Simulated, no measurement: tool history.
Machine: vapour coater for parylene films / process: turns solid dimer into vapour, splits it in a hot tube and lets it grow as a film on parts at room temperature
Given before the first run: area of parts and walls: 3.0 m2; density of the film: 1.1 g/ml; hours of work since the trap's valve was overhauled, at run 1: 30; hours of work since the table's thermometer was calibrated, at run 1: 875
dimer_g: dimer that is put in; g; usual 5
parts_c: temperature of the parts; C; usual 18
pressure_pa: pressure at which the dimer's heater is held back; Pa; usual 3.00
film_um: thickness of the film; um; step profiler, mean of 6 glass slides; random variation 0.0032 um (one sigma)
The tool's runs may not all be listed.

run	hour	dimer_g	parts_c	pressure_pa	hours of work since the trap's valve was overhauled	hours of work since the table's thermometer was calibrated	film_um
1	0.0	5	18	3.00	30	875	0.913
2	69.6	5	18	3.00	92	937	0.912
3	103.8	5	18	3.00	123	967	0.912
4	172.7	5	18	3.00	184	1029	0.915
5	206.2	5	18	3.00	214	1059	0.905
6	261.0	5	18	3.00	263	1108	0.908
7	331.2	5	18	3.00	326	1171	0.901
8	363.7	5	18	3.00	355	1200	0.901
# hour 386.0: table's thermometer calibrated
9	413.0	5	18	3.00	398	24	0.865
10	477.8	5	18	3.00	456	82	0.866
11	534.5	5	21	2.56	507	133	0.764
12	586.6	2	12	6.04	553	179	0.421
13	656.3	2	12	6.04	615	241	0.418
14	688.2	5	18	11.29	644	270	0.781
15	728.3	5	10	9.97	680	306	1.095
# hour 739.2: trap's valve overhauled
16	796.1	5	20	9.97	51	363	0.772

What will run 17 give?
17	844.6	5	18	4.09	94	406	?

{"run 17": {"film_um": 0.889}}
Without the tool's hidden state the same run would have given film_um 0.885 um.

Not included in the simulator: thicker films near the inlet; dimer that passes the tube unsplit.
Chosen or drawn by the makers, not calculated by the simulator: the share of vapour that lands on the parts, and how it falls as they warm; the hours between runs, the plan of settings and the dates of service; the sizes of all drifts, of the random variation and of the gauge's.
